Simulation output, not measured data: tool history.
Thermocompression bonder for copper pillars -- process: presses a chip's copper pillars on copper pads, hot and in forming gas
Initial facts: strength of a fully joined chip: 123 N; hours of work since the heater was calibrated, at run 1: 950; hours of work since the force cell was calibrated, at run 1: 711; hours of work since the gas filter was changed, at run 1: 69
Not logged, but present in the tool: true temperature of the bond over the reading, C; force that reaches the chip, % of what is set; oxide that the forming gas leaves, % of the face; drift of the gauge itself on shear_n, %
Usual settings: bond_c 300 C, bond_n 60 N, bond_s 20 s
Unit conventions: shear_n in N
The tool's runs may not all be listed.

run	hour	bond_c	bond_n	bond_s	hours of work since the heater was calibrated	hours of work since the force cell was calibrated	hours of work since the gas filter was changed	shear_n
1	0.0	300	60	20	950	711	69	83.9
2	16.7	300	60	20	960	721	79	84.1
3	40.5	300	41	20	975	736	94	60.1
# hour 53.5: forming gas filter changed
4	59.7	300	41	20	986	747	4	59.5
5	85.5	300	41	20	1002	763	20	60.0
6	114.5	300	41	20	1020	781	38	59.7
7	133.3	300	60	20	1032	793	49	84.2
8	148.0	300	60	17	1041	802	59	80.3
9	172.3	300	60	17	1056	817	74	80.0
10	186.7	300	60	17	1065	826	83	80.8
11	210.9	300	60	17	1080	841	98	81.3
# hour 217.9: forming gas filter changed
12	227.0	300	60	17	1090	851	6	80.6
13	245.0	300	60	17	1101	862	17	80.6
14	274.4	300	60	17	1119	880	35	81.5
15	296.1	300	60	17	1133	893	48	81.4
16	319.8	300	60	17	1147	908	63	80.5
17	337.8	300	60	17	1158	919	74	81.2
18	366.7	300	60	17	1176	937	92	81.2
# hour 382.1: forming gas filter changed
19	387.7	300	60	17	1189	950	4	82.0
20	416.7	300	60	17	1207	968	21	80.8
21	432.3	313	48	17	1217	977	31	74.5
22	456.5	280	69	17	1232	992	46	77.8
23	472.5	308	39	19	1242	1002	56	60.8

Estimate the outcome of run 24 from the log above:
24	490.7	322	54	38	1253	1014	67	?

{"run 24": {"shear_n": 104.7}}
With the hidden condition absent and the run-to-run variation left alone, this run would have shown shear_n 103.1 N.
